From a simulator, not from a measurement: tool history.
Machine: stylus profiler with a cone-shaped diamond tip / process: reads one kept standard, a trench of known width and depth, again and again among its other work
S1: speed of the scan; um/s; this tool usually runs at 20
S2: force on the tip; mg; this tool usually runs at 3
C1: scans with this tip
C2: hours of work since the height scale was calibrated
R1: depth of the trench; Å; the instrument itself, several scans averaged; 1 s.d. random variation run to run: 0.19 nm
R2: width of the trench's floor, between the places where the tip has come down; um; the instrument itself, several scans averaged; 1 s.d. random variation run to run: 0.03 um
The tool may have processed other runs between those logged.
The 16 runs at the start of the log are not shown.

run 17 hour=337.2 | S1=32 S2=1.57 | C1=1961 C2=413 | R1=10052.6 R2=95.89
run 18 hour=360.7 | S1=20 S2=6.27 | C1=2016 C2=424 | R1=10147.1 R2=95.89
run 19 hour=386.2 | S1=20 S2=6.27 | C1=2077 C2=437 | R1=10149.9 R2=95.86
run 20 hour=416.2 | S1=10 S2=3.31 | C1=2147 C2=452 | R1=10092.7 R2=95.9
run 21 hour=445.3 | S1=10 S2=3.31 | C1=2216 C2=467 | R1=10092.6 R2=95.88
run 22 hour=470.6 | S1=21 S2=8.31 | C1=2276 C2=479 | R1=10180.8 R2=95.86
run 23 hour=492.7 | S1=55 S2=2.24 | C1=2329 C2=490 | R1=10068.4 R2=95.69
run 24 hour=521.6 | S1=7 S2=3 | C1=2397 C2=505 | R1=10081.7 R2=95.8
run 25 hour=543.4 | S1=16 S2=3 | C1=2449 C2=516 | R1=10084.2 R2=95.8
run 26 hour=569.3 | S1=11 S2=3 | C1=2510 C2=528 | R1=10081.4 R2=95.87
run 27 hour=596.2 | S1=11 S2=3 | C1=2574 C2=542 | R1=10082.7 R2=95.75
run 28 hour=625.8 | S1=11 S2=3 | C1=2644 C2=557 | R1=10083 R2=95.69
run 29 hour=645.6 | S1=11 S2=3 | C1=2691 C2=566 | R1=10083.8 R2=95.7
run 30 hour=670.3 | S1=31 S2=3.86 | C1=2749 C2=579 | R1=10097.2 R2=95.7
run 31 hour=693.4 | S1=31 S2=2.33 | C1=2804 C2=590 | R1=10070 R2=95.69

Branching from run 31: 4 alternative next runs. What would each branch give?
run A hour=719.5 | S1=36 S2=3.63 | C1=2866 C2=603 | R1=? R2=?
run B hour=719.5 | S1=13 S2=3 | C1=2866 C2=603 | R1=? R2=?
run C hour=719.5 | S1=43 S2=4.62 | C1=2866 C2=603 | R1=? R2=?
run D hour=719.5 | S1=18 S2=4.17 | C1=2866 C2=603 | R1=? R2=?

run=A R1=10092.8 R2=95.65
run=B R1=10082.6 R2=95.68
run=C R1=10115.3 R2=95.63
run=D R1=10103.6 R2=95.68
Without the tool's hidden state the same runs would have given:
run=A R1=10108 R2=96.49
run=B R1=10097.8 R2=96.52
run=C R1=10130.6 R2=96.47
run=D R1=10118.8 R2=96.52
